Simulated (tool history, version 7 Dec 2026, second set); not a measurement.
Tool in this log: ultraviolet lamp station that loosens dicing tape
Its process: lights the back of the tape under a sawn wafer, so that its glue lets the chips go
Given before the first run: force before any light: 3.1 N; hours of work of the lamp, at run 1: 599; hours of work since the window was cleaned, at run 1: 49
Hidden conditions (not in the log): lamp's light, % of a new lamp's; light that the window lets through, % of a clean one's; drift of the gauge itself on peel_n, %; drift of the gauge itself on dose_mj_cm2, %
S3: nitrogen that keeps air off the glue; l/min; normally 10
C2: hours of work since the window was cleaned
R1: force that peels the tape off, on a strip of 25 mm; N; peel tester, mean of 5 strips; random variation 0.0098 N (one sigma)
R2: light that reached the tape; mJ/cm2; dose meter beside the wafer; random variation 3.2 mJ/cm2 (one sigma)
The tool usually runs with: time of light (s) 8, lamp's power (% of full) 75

{"run": 1, "hour": 0.0, "time of light (s)": 8, "lamp's power (% of full)": 75, "S3": 10, "hours of work of the lamp": 599, "C2": 49, "R1": 0.601, "R2": 384}
{"run": 2, "hour": 32.5, "time of light (s)": 8, "lamp's power (% of full)": 75, "S3": 10, "hours of work of the lamp": 623, "C2": 72, "R1": 0.599, "R2": 373}
{"hour": 42.9, "done": "lamp changed"}
{"run": 3, "hour": 72.9, "time of light (s)": 8, "lamp's power (% of full)": 75, "S3": 10, "hours of work of the lamp": 22, "C2": 101, "R1": 0.447, "R2": 467}
{"run": 4, "hour": 112.1, "time of light (s)": 8, "lamp's power (% of full)": 80, "S3": 10, "hours of work of the lamp": 50, "C2": 129, "R1": 0.413, "R2": 495}
{"run": 5, "hour": 145.0, "time of light (s)": 8, "lamp's power (% of full)": 75, "S3": 7, "hours of work of the lamp": 74, "C2": 153, "R1": 0.552, "R2": 451}
{"run": 6, "hour": 165.9, "time of light (s)": 8, "lamp's power (% of full)": 75, "S3": 7, "hours of work of the lamp": 89, "C2": 168, "R1": 0.579, "R2": 447}
{"run": 7, "hour": 209.6, "time of light (s)": 8, "lamp's power (% of full)": 75, "S3": 7, "hours of work of the lamp": 120, "C2": 199, "R1": 0.58, "R2": 441}
{"run": 8, "hour": 236.8, "time of light (s)": 8, "lamp's power (% of full)": 75, "S3": 7, "hours of work of the lamp": 140, "C2": 219, "R1": 0.611, "R2": 433}
{"run": 9, "hour": 266.4, "time of light (s)": 5, "lamp's power (% of full)": 75, "S3": 10, "hours of work of the lamp": 161, "C2": 240, "R1": 0.913, "R2": 268}
{"run": 10, "hour": 299.3, "time of light (s)": 8, "lamp's power (% of full)": 61, "S3": 10, "hours of work of the lamp": 185, "C2": 264, "R1": 0.704, "R2": 338}
{"run": 11, "hour": 331.6, "time of light (s)": 4, "lamp's power (% of full)": 79, "S3": 7, "hours of work of the lamp": 208, "C2": 287, "R1": 1.262, "R2": 218}
{"run": 12, "hour": 359.3, "time of light (s)": 4, "lamp's power (% of full)": 79, "S3": 7, "hours of work of the lamp": 228, "C2": 307, "R1": 1.266, "R2": 215}
{"run": 13, "hour": 391.6, "time of light (s)": 4, "lamp's power (% of full)": 79, "S3": 7, "hours of work of the lamp": 251, "C2": 331, "R1": 1.35, "R2": 209}
{"run": 14, "hour": 421.9, "time of light (s)": 5, "lamp's power (% of full)": 79, "S3": 7, "hours of work of the lamp": 273, "C2": 352, "R1": 1.104, "R2": 259}
{"run": 15, "hour": 442.8, "time of light (s)": 5, "lamp's power (% of full)": 79, "S3": 7, "hours of work of the lamp": 288, "C2": 368, "R1": 1.086, "R2": 252}
{"hour": 460.4, "done": "window cleaned of glue's vapour"}
{"run": 16, "hour": 479.4, "time of light (s)": 8, "lamp's power (% of full)": 74, "S3": 10, "hours of work of the lamp": 314, "C2": 14, "R1": 0.522, "R2": 430}
{"run": 17, "hour": 504.8, "time of light (s)": 8, "lamp's power (% of full)": 74, "S3": 10, "hours of work of the lamp": 333, "C2": 32, "R1": 0.51, "R2": 422}
{"run": 18, "hour": 546.7, "time of light (s)": 11, "lamp's power (% of full)": 75, "S3": 14, "hours of work of the lamp": 363, "C2": 62, "R1": 0.308, "R2": 576}
{"run": 19, "hour": 574.1, "time of light (s)": 8, "lamp's power (% of full)": 65, "S3": 13, "hours of work of the lamp": 383, "C2": 82, "R1": 0.583, "R2": 359}

Forecast each of these 3 alternatives for the next run:
{"run": "A", "hour": 613.0, "time of light (s)": 8, "lamp's power (% of full)": 97, "S3": 4, "hours of work of the lamp": 411, "C2": 110, "R1": "?", "R2": "?"}
{"run": "B", "hour": 613.0, "time of light (s)": 7, "lamp's power (% of full)": 82, "S3": 10, "hours of work of the lamp": 411, "C2": 110, "R1": "?", "R2": "?"}
{"run": "C", "hour": 613.0, "time of light (s)": 5, "lamp's power (% of full)": 71, "S3": 17, "hours of work of the lamp": 411, "C2": 110, "R1": "?", "R2": "?"}

run=A R1=0.617 R2=523
run=B R1=0.587 R2=383
run=C R1=0.844 R2=235
With the hidden condition removed and each run's random variation left untouched, the same runs would have given:
run=A R1=0.478 R2=638
run=B R1=0.452 R2=468
run=C R1=0.668 R2=288
